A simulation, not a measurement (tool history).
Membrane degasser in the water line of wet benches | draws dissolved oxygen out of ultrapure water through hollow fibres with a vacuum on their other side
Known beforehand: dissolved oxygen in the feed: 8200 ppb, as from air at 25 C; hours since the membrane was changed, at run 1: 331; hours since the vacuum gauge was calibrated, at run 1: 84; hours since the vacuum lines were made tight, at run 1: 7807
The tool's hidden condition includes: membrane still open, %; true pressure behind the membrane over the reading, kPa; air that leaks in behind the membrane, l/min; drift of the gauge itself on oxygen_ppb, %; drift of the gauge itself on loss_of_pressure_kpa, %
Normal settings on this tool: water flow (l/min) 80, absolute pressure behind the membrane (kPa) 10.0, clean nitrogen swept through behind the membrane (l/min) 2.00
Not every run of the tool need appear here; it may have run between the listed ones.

run   hour  water flow (l/min)  absolute pressure behind the membrane (kPa)  clean nitrogen swept through behind the membrane (l/min)  hours since the membrane was changed  hours since the vacuum gauge was calibrated  hours since the vacuum lines were made tight  dissolved oxygen in the water behind the degasser (ppb)  pressure that the water loses in the fibres (kPa)
  1    0.0                  80                                         10.0                                                      2.00                                   331                                           84                                          7807                                                    706.7                                              52.95
  2   38.4                  80                                          7.3                                                      2.00                                   369                                          122                                          7846                                                    521.3                                              52.90
  3  101.5                  80                                          7.3                                                      2.00                                   433                                          185                                          7909                                                    531.5                                              52.60
  4  135.6                  80                                         10.0                                                      2.20                                   467                                          219                                          7943                                                    678.9                                              53.15
  5  190.3                  80                                         10.0                                                      2.00                                   521                                          274                                          7998                                                    719.2                                              53.12
  6  218.7                  80                                         10.0                                                      2.00                                   550                                          302                                          8026                                                    713.2                                              52.84
  7  246.3                  80                                         10.0                                                      2.00                                   577                                          330                                          8054                                                    709.1                                              52.71
  8  281.1                  49                                         22.4                                                      5.15                                   612                                          365                                          8088                                                    480.7                                              32.15
  9  317.8                  69                                         22.4                                                      4.02                                   649                                          401                                          8125                                                    826.8                                              45.49
 10  373.1                  80                                          8.9                                                      2.00                                   704                                          457                                          8180                                                    636.2                                              53.07
 11  433.4                  80                                          8.9                                                      1.54                                   764                                          517                                          8241                                                    721.6                                              52.58
 12  486.4                 105                                          6.0                                                      2.72                                   817                                          570                                          8294                                                    554.6                                              69.78
 13  546.4                  80                                         13.4                                                      1.44                                   877                                          630                                          8354                                                   1146.7                                              53.31

Predict each of these 4 candidate next runs independently; none follows another, all start after run 13:
  A  610.2                  80                                         20.3                                                      3.13                                   941                                          694                                          8418                                                        ?                                                  ?
  B  610.2                  63                                         10.8                                                      4.52                                   941                                          694                                          8418                                                        ?                                                  ?
  C  610.2                  51                                         10.0                                                      1.87                                   941                                          694                                          8418                                                        ?                                                  ?
  D  610.2                  72                                         10.0                                                      1.21                                   941                                          694                                          8418                                                        ?                                                  ?

run  dissolved oxygen in the water behind the degasser (ppb)  pressure that the water loses in the fibres (kPa)
  A                                                   1050.5                                              52.91
  B                                                    368.7                                              41.89
  C                                                    459.2                                              33.80
  D                                                    843.6                                              47.74
The same runs, with their run-to-run variation unchanged, on a tool lacking any hidden condition would have given:
run  dissolved oxygen in the water behind the degasser (ppb)  pressure that the water loses in the fibres (kPa)
  A                                                   1046.9                                              52.66
  B                                                    366.0                                              41.69
  C                                                    457.6                                              33.64
  D                                                    842.3                                              47.52
